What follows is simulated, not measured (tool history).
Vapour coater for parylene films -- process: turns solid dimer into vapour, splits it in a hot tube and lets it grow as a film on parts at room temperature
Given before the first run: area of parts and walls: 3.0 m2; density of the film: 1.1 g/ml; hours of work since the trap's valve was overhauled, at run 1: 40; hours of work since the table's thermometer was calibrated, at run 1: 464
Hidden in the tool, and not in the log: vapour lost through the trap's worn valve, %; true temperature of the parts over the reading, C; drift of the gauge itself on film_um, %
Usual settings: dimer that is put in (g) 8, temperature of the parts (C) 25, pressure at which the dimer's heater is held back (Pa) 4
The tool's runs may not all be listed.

run,hour,dimer that is put in (g),temperature of the parts (C),pressure at which the dimer's heater is held back (Pa),hours of work since the trap's valve was overhauled,hours of work since the table's thermometer was calibrated,thickness of the film (um)
1,0,8,25,4,40,464,1.409
2,24.7,8,25,4,51,475,1.408
3,46.7,8,36,4,62,485,1
4,60.3,8,20,4,68,492,1.628
5,74,8,20,4,74,498,1.652
6,89.4,8,25,4,81,505,1.408
7,107.3,8,25,4,89,513,1.415
8,126.7,8,25,4,98,522,1.411
9,150,8,25,4,109,533,1.41
10,176.5,8,27,11.96,121,545,1.174
11,206.4,12,17,2.17,135,559,2.932
12,228.9,12,24,2.39,145,569,2.318
13,256.5,12,31,9.4,158,581,1.575
14,283.2,12,31,9.4,170,594,1.569
15,311,8,31,3.27,183,606,1.2

What will run 16 give?
16,341.6,8,34,7.13,197,620,?

Run 16 came out at thickness of the film (um) 0.995.
If the tool had no hidden condition, the same run with the same run-to-run variation would have returned thickness of the film (um) 0.996.
